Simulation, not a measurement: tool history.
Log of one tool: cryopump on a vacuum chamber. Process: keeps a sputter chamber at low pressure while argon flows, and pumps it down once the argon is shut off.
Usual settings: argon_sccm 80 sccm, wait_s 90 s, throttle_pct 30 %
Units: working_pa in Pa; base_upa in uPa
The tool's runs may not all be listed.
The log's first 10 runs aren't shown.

run	hour	argon_sccm	wait_s	throttle_pct	hours of work since the pump was warmed up and emptied	hours of work since the cold head was overhauled	hours of work since the chamber's fittings were tightened	working_pa	base_upa
11	204.6	80	90	53	462	462	834	0.1419	1.93
12	221.2	80	90	53	472	472	844	0.143	2.02
13	238.9	80	90	53	484	484	856	0.1435	2.02
14	262.5	80	90	53	499	499	871	0.1441	2.08
15	276.8	80	90	53	508	508	880	0.1444	2.07
16	299.9	80	90	53	523	523	895	0.1435	2.09
17	317	80	90	53	534	534	906	0.1454	2.13
18	335.4	80	90	17	545	545	917	0.416	2.23
19	356.8	90	90	32	559	559	931	0.26	2.23
20	382.2	131	51	32	575	575	947	0.3797	2.44
21	399.1	35	67	32	586	586	958	0.1014	2.39
22	421.5	108	39	32	601	601	973	0.3111	2.57
23	449.6	43	39	32	619	619	991	0.1248	2.7
24	461.4	73	208	35	626	626	998	0.1949	2.31
25	482.7	73	208	35	640	640	1012	0.1975	2.47

Run 26 comes next. What will it give?
26	497.1	121	50	23	649	649	1021	?	?

Run 26 gave working_pa 0.4823 Pa, base_upa 2.63 uPa.
Without the tool's hidden state the same run would have given working_pa 0.4514 Pa, base_upa 0.49 uPa.

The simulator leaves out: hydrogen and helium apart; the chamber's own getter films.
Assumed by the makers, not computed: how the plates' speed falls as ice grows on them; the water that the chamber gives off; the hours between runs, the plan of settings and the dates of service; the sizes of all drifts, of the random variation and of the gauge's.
